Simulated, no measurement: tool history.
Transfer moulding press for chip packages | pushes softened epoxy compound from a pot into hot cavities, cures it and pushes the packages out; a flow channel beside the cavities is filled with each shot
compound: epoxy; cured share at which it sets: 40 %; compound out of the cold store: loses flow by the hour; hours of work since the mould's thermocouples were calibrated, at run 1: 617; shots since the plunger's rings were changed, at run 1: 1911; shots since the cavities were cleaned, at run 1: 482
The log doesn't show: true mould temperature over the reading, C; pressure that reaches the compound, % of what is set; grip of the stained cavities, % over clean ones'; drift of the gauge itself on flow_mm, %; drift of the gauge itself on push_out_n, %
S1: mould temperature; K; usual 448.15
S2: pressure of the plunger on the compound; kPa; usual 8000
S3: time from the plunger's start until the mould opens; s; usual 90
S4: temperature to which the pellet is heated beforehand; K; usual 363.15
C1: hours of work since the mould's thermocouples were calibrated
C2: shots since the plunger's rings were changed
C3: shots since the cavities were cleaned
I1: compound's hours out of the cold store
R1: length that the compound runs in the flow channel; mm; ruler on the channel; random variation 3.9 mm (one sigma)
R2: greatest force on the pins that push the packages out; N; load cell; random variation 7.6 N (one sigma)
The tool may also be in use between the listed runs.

| run | hour | S1 | S2 | S3 | S4 | C1 | C2 | C3 | I1 | R1 | R2 |
|---|---|---|---|---|---|---|---|---|---|---|---|
| 1 | 0.0 | 448.15 | 8000 | 90 | 363.15 | 617 | 1911 | 482 | 25.0 | 892 | 554 |
| 2 | 15.2 | 448.15 | 8000 | 90 | 363.15 | 626 | 2070 | 641 | 42.6 | 844 | 569 |
| 3 | 35.7 | 448.15 | 8000 | 90 | 363.15 | 638 | 2285 | 856 | 41.1 | 840 | 621 |
|  | 47.6 | cavities cleaned with cleaning compound and waxed |
| 4 | 55.9 | 448.15 | 8000 | 90 | 363.15 | 649 | 2481 | 87 | 25.0 | 877 | 389 |
| 5 | 87.0 | 450.15 | 8000 | 90 | 363.15 | 667 | 2807 | 413 | 44.4 | 819 | 476 |
| 6 | 115.6 | 448.15 | 6100 | 90 | 363.15 | 684 | 3107 | 713 | 36.5 | 731 | 593 |
|  | 141.1 | cavities cleaned with cleaning compound and waxed |
| 7 | 141.1 | 446.15 | 7380 | 91 | 363.15 | 698 | 3359 | 0 | 25.7 | 837 | 364 |
| 8 | 169.5 | 441.15 | 8640 | 120 | 354.15 | 715 | 3656 | 297 | 21.5 | 934 | 479 |
| 9 | 193.7 | 449.15 | 9670 | 83 | 363.15 | 729 | 3910 | 551 | 39.5 | 897 | 603 |
|  | 218.9 | mould's thermocouples calibrated |
| 10 | 231.5 | 447.15 | 8000 | 73 | 368.15 | 7 | 4285 | 926 | 16.1 | 888 | 1004 |
|  | 238.0 | cavities cleaned with cleaning compound and waxed |
|  | 242.8 | plunger's sealing rings changed |
| 11 | 252.7 | 447.15 | 8000 | 90 | 365.15 | 18 | 103 | 127 | 28.1 | 897 | 400 |

Forecast each of these 4 alternatives for the next run:
| A | 273.7 | 447.15 | 8000 | 84 | 365.15 | 30 | 323 | 347 | 39.4 | ? | ? |
| B | 273.7 | 451.15 | 7300 | 90 | 365.15 | 30 | 323 | 347 | 20.7 | ? | ? |
| C | 273.7 | 441.15 | 8000 | 90 | 367.15 | 30 | 323 | 347 | 46.5 | ? | ? |
| D | 273.7 | 442.15 | 8000 | 106 | 358.15 | 30 | 323 | 347 | 25.5 | ? | ? |

| run | R1 | R2 |
|---|---|---|
| A | 878 | 532 |
| B | 875 | 450 |
| C | 870 | 643 |
| D | 932 | 492 |
Without the tool's hidden state the same runs would have given:
| run | R1 | R2 |
|---|---|---|
| A | 887 | 352 |
| B | 884 | 300 |
| C | 880 | 425 |
| D | 943 | 329 |
